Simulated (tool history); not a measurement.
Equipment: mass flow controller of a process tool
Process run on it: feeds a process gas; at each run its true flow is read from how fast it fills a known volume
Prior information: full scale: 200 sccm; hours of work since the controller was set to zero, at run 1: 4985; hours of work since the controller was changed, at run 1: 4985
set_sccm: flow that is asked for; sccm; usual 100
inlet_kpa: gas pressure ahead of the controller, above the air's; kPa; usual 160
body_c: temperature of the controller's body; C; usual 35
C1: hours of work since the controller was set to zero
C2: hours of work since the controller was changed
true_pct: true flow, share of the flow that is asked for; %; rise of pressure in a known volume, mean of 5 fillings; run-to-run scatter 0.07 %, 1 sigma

{"run": 1, "hour": 0.0, "set_sccm": 100, "inlet_kpa": 160, "body_c": 35, "C1": 4985, "C2": 4985, "true_pct": 102.85}
{"run": 2, "hour": 395.0, "set_sccm": 22, "inlet_kpa": 160, "body_c": 35, "C1": 5188, "C2": 5188, "true_pct": 109.84}
{"run": 3, "hour": 597.2, "set_sccm": 82, "inlet_kpa": 160, "body_c": 35, "C1": 5293, "C2": 5293, "true_pct": 103.34}
{"run": 4, "hour": 953.5, "set_sccm": 82, "inlet_kpa": 160, "body_c": 35, "C1": 5476, "C2": 5476, "true_pct": 103.45}
{"run": 5, "hour": 1167.6, "set_sccm": 82, "inlet_kpa": 160, "body_c": 35, "C1": 5587, "C2": 5587, "true_pct": 103.71}
{"run": 6, "hour": 1558.7, "set_sccm": 82, "inlet_kpa": 160, "body_c": 35, "C1": 5788, "C2": 5788, "true_pct": 103.79}
{"run": 7, "hour": 1838.0, "set_sccm": 100, "inlet_kpa": 163, "body_c": 35, "C1": 5932, "C2": 5932, "true_pct": 103.51}
{"hour": 1878.7, "done": "controller's zero set anew"}
{"run": 8, "hour": 2191.1, "set_sccm": 100, "inlet_kpa": 160, "body_c": 36, "C1": 161, "C2": 6114, "true_pct": 101.31}
{"run": 9, "hour": 2661.5, "set_sccm": 100, "inlet_kpa": 160, "body_c": 36, "C1": 404, "C2": 6356, "true_pct": 101.37}
{"run": 10, "hour": 2981.0, "set_sccm": 100, "inlet_kpa": 160, "body_c": 36, "C1": 568, "C2": 6521, "true_pct": 101.55}
{"run": 11, "hour": 3287.4, "set_sccm": 100, "inlet_kpa": 160, "body_c": 36, "C1": 726, "C2": 6679, "true_pct": 101.68}
{"run": 12, "hour": 3671.1, "set_sccm": 100, "inlet_kpa": 160, "body_c": 36, "C1": 924, "C2": 6877, "true_pct": 101.88}
{"run": 13, "hour": 3939.6, "set_sccm": 55, "inlet_kpa": 160, "body_c": 35, "C1": 1062, "C2": 7015, "true_pct": 101.61}
{"run": 14, "hour": 4169.8, "set_sccm": 55, "inlet_kpa": 160, "body_c": 35, "C1": 1181, "C2": 7134, "true_pct": 101.77}
{"run": 15, "hour": 4509.5, "set_sccm": 55, "inlet_kpa": 160, "body_c": 31, "C1": 1356, "C2": 7309, "true_pct": 101.79}
{"run": 16, "hour": 4719.9, "set_sccm": 55, "inlet_kpa": 160, "body_c": 31, "C1": 1465, "C2": 7418, "true_pct": 101.83}
{"run": 17, "hour": 4942.0, "set_sccm": 38, "inlet_kpa": 148, "body_c": 33, "C1": 1579, "C2": 7532, "true_pct": 102.4}
{"run": 18, "hour": 5292.4, "set_sccm": 168, "inlet_kpa": 263, "body_c": 33, "C1": 1760, "C2": 7713, "true_pct": 103.47}
{"run": 19, "hour": 5599.1, "set_sccm": 159, "inlet_kpa": 238, "body_c": 33, "C1": 1918, "C2": 7871, "true_pct": 103.41}
{"run": 20, "hour": 6052.8, "set_sccm": 159, "inlet_kpa": 238, "body_c": 33, "C1": 2152, "C2": 8105, "true_pct": 103.66}
{"run": 21, "hour": 6487.6, "set_sccm": 100, "inlet_kpa": 160, "body_c": 28, "C1": 2376, "C2": 8329, "true_pct": 102.59}
{"run": 22, "hour": 6931.8, "set_sccm": 100, "inlet_kpa": 160, "body_c": 28, "C1": 2605, "C2": 8558, "true_pct": 102.69}
{"run": 23, "hour": 7404.4, "set_sccm": 120, "inlet_kpa": 148, "body_c": 21, "C1": 2849, "C2": 8802, "true_pct": 102.38}
{"run": 24, "hour": 7849.5, "set_sccm": 54, "inlet_kpa": 187, "body_c": 33, "C1": 3078, "C2": 9031, "true_pct": 104.18}
{"run": 25, "hour": 8091.7, "set_sccm": 44, "inlet_kpa": 226, "body_c": 21, "C1": 3203, "C2": 9156, "true_pct": 104.02}
{"run": 26, "hour": 8307.0, "set_sccm": 44, "inlet_kpa": 226, "body_c": 21, "C1": 3314, "C2": 9267, "true_pct": 104.3}
{"run": 27, "hour": 8574.1, "set_sccm": 44, "inlet_kpa": 226, "body_c": 29, "C1": 3452, "C2": 9405, "true_pct": 104.96}
{"run": 28, "hour": 8883.4, "set_sccm": 44, "inlet_kpa": 226, "body_c": 29, "C1": 3611, "C2": 9564, "true_pct": 105.41}

What does the tool deliver on the next run?
{"run": 29, "hour": 9275.9, "set_sccm": 44, "inlet_kpa": 226, "body_c": 29, "C1": 3813, "C2": 9766, "true_pct": "?"}

For run 29 the tool returned true_pct 105.53 %.
Were there no unlogged condition in the tool, this run, its random variation unchanged, would have produced true_pct 98.18 %.

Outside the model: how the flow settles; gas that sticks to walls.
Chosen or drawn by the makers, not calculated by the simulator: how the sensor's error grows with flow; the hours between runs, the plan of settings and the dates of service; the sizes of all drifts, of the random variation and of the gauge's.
